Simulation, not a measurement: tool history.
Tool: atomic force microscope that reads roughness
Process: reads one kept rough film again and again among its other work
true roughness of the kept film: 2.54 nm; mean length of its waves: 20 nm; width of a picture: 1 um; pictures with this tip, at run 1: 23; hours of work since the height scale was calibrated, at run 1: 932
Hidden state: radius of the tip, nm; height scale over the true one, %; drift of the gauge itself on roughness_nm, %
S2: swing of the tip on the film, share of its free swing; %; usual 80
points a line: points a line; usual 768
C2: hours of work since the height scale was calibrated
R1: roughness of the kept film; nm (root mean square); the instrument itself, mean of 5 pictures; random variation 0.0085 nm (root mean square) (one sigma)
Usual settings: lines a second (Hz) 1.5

Run 1, day 0: usual settings; pictures with this tip 23; C2 932. Result: R1 1.799 nm (root mean square).
Run 2, day 1.208: usual settings; pictures with this tip 55; C2 946. Result: R1 1.691 nm (root mean square).
Run 3, day 2.762: usual settings; pictures with this tip 96; C2 963. Result: R1 1.564 nm (root mean square).
Run 4, day 4.138: usual settings; pictures with this tip 132; C2 978. Result: R1 1.467 nm (root mean square).
Run 5, day 5.929: usual settings; pictures with this tip 179; C2 998. Result: R1 1.367 nm (root mean square).
Run 6, day 7.096: usual settings; pictures with this tip 210; C2 1011. Result: R1 1.315 nm (root mean square).
Run 7, day 9.179: usual settings; pictures with this tip 265; C2 1034. Result: R1 1.207 nm (root mean square).
Run 8, day 10.825: usual settings; pictures with this tip 309; C2 1052. Result: R1 1.146 nm (root mean square).
At day 11.817: new tip fitted.
Run 9, day 12.658: usual settings but lines a second (Hz) 2.62; pictures with this tip 22; C2 1072. Result: R1 1.708 nm (root mean square).
Run 10, day 14.829: usual settings but lines a second (Hz) 2.62; pictures with this tip 80; C2 1097. Result: R1 1.537 nm (root mean square).
Run 11, day 17.05: usual settings; pictures with this tip 138; C2 1121. Result: R1 1.473 nm (root mean square).
Run 12, day 17.988: usual settings; pictures with this tip 163; C2 1132. Result: R1 1.419 nm (root mean square).
Run 13, day 19.896: usual settings but lines a second (Hz) 3.25; pictures with this tip 213; C2 1153. Result: R1 1.198 nm (root mean square).
Run 14, day 21.562: usual settings but lines a second (Hz) 3.25; pictures with this tip 257; C2 1171. Result: R1 1.128 nm (root mean square).
Run 15, day 23.517: usual settings but lines a second (Hz) 3.25; pictures with this tip 309; C2 1193. Result: R1 1.066 nm (root mean square).
At day 24.371: new tip fitted.
Run 16, day 25.062: usual settings but points a line 901; pictures with this tip 18; C2 1210. Result: R1 1.813 nm (root mean square).
Run 17, day 27.254: usual settings but points a line 901; pictures with this tip 76; C2 1234. Result: R1 1.639 nm (root mean square).
Run 18, day 29.475: usual settings but points a line 555; pictures with this tip 134; C2 1259. Result: R1 1.462 nm (root mean square).
Run 19, day 30.767: usual settings but points a line 466; pictures with this tip 168; C2 1273. Result: R1 1.361 nm (root mean square).
Run 20, day 32.092: usual settings; pictures with this tip 203; C2 1288. Result: R1 1.315 nm (root mean square).
Run 21, day 34.008: usual settings; pictures with this tip 254; C2 1309. Result: R1 1.233 nm (root mean square).
Run 22, day 35.938: usual settings but lines a second (Hz) 2.98; pictures with this tip 305; C2 1330. Result: R1 1.081 nm (root mean square).
At day 37.038: new tip fitted.
Run 23, day 37.221: usual settings but lines a second (Hz) 0.64, points a line 646; pictures with this tip 5; C2 1344. Result: R1 1.942 nm (root mean square).
Run 24, day 38.4: usual settings but lines a second (Hz) 0.9, S2 72 %, points a line 646; pictures with this tip 36; C2 1357. Result: R1 1.831 nm (root mean square).
Run 25, day 40.246: usual settings but lines a second (Hz) 0.9, S2 61 %, points a line 646; pictures with this tip 85; C2 1378. Result: R1 1.692 nm (root mean square).
Run 26, day 41.896: usual settings but lines a second (Hz) 0.9, S2 61 %, points a line 646; pictures with this tip 128; C2 1396. Result: R1 1.558 nm (root mean square).
Run 27, day 43.996: usual settings but lines a second (Hz) 0.9, S2 61 %, points a line 283; pictures with this tip 184; C2 1420. Result: R1 1.407 nm (root mean square).
Run 28, day 45.971: usual settings but lines a second (Hz) 0.96, S2 57 %; pictures with this tip 236; C2 1441. Result: R1 1.342 nm (root mean square).
Run 29, day 47.667: usual settings but lines a second (Hz) 0.96, S2 57 %; pictures with this tip 281; C2 1460. Result: R1 1.272 nm (root mean square).
At day 49.679: new tip fitted.
Run 30, day 49.95: usual settings but points a line 410; pictures with this tip 7; C2 1485. Result: R1 1.827 nm (root mean square).
Run 31, day 51.733: usual settings but lines a second (Hz) 1.54, points a line 304; pictures with this tip 54; C2 1505. Result: R1 1.628 nm (root mean square).
Run 32, day 52.8: usual settings but lines a second (Hz) 3.92, S2 60 %, points a line 617; pictures with this tip 83; C2 1517. Result: R1 1.593 nm (root mean square).
Run 33, day 54.242: usual settings but lines a second (Hz) 3.92, S2 60 %, points a line 617; pictures with this tip 120; C2 1533. Result: R1 1.503 nm (root mean square).
Run 34, day 55.796: usual settings but lines a second (Hz) 3.36, S2 60 %, points a line 531; pictures with this tip 161; C2 1550. Result: R1 1.45 nm (root mean square).
Run 35, day 56.733: usual settings but lines a second (Hz) 0.64, points a line 404; pictures with this tip 186; C2 1561. Result: R1 1.404 nm (root mean square).
Run 36, day 58.521: usual settings but lines a second (Hz) 0.64, points a line 404; pictures with this tip 233; C2 1580. Result: R1 1.304 nm (root mean square).
Run 37, day 60.683: usual settings but lines a second (Hz) 0.64, points a line 404; pictures with this tip 290; C2 1604. Result: R1 1.222 nm (root mean square).
At day 62.212: new tip fitted.
Run 38, day 62.817: usual settings but lines a second (Hz) 0.64, points a line 404; pictures with this tip 16; C2 1628. Result: R1 1.873 nm (root mean square).
Run 39, day 63.917: usual settings but lines a second (Hz) 0.68, S2 62 %; pictures with this tip 45; C2 1640. Result: R1 1.802 nm (root mean square).
Run 40, day 65.196: usual settings but lines a second (Hz) 0.95, S2 61 %, points a line 524; pictures with this tip 79; C2 1654. Result: R1 1.688 nm (root mean square).
Run 41, day 67.092: usual settings but lines a second (Hz) 1.11; pictures with this tip 129; C2 1675. Result: R1 1.495 nm (root mean square).

Forecast each of these 5 alternatives for the next run:
Run A, day 68.279: usual settings but lines a second (Hz) 3, S2 59 %, points a line 446; pictures with this tip 160; C2 1688. Result: R1 ?.
Run B, day 68.279: usual settings but lines a second (Hz) 1.11, S2 57 %; pictures with this tip 160; C2 1688. Result: R1 ?.
Run C, day 68.279: usual settings but lines a second (Hz) 2.22, S2 64 %, points a line 707; pictures with this tip 160; C2 1688. Result: R1 ?.
Run D, day 68.279: usual settings but S2 77 %, points a line 286; pictures with this tip 160; C2 1688. Result: R1 ?.
Run E, day 68.279: usual settings but lines a second (Hz) 1.11, points a line 517; pictures with this tip 160; C2 1688. Result: R1 ?.

run     R1
  A  1.424
  B    1.5
  C  1.439
  D  1.366
  E  1.437
Without the tool's hidden state the same runs would have given:
run     R1
  A  1.903
  B  2.004
  C  1.924
  D  1.827
  E   1.92
